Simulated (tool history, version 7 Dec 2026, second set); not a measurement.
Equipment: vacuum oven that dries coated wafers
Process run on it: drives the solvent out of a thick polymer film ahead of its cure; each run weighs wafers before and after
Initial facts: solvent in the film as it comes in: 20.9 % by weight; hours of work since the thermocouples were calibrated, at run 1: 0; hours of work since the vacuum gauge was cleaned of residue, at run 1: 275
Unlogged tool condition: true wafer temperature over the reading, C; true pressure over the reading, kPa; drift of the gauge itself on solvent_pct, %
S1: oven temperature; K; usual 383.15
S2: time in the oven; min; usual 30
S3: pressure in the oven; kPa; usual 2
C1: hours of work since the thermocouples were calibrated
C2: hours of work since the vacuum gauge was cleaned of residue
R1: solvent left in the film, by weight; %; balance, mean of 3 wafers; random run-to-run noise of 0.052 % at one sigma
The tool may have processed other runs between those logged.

run    day      S1  S2    S3  C1   C2     R1
  1      0  383.15  30     2   0  275   3.89
  2  0.321  383.15  30     2   6  280   3.96
  3    0.6  383.15  30     2  10  284   3.94
  4  0.971  383.15  30     2  16  290   3.84
  5  1.458  383.15  30     2  24  298   3.95
  6  2.017  383.15  30     2  33  307    3.9
  7   2.45  383.15  30     2  40  314   3.95
  8  2.975  383.15  27  1.69  48  322   3.93
  9  3.208  376.15  16     2  52  326   9.63
 10  3.617  369.15  40  2.52  58  333   9.01
 11  4.062  372.15  46     2  65  340   6.21
 12  4.425  372.15  19  1.55  71  346  10.26
 13  4.654  372.15  44  6.64  75  349  13.07

Forecast each of these 3 alternatives for the next run:
  A  4.912  394.15  44  7.07  79  353   ?
  B  4.912  379.15  43  1.03  79  353   ?
  C  4.912  387.15  44  2.37  79  353   ?

run    R1
  A  5.83
  B  2.72
  C  2.77
Take away the tool's hidden state, keep each run's random variation, and the runs would have read:
run    R1
  A   5.8
  B  2.67
  C  2.69
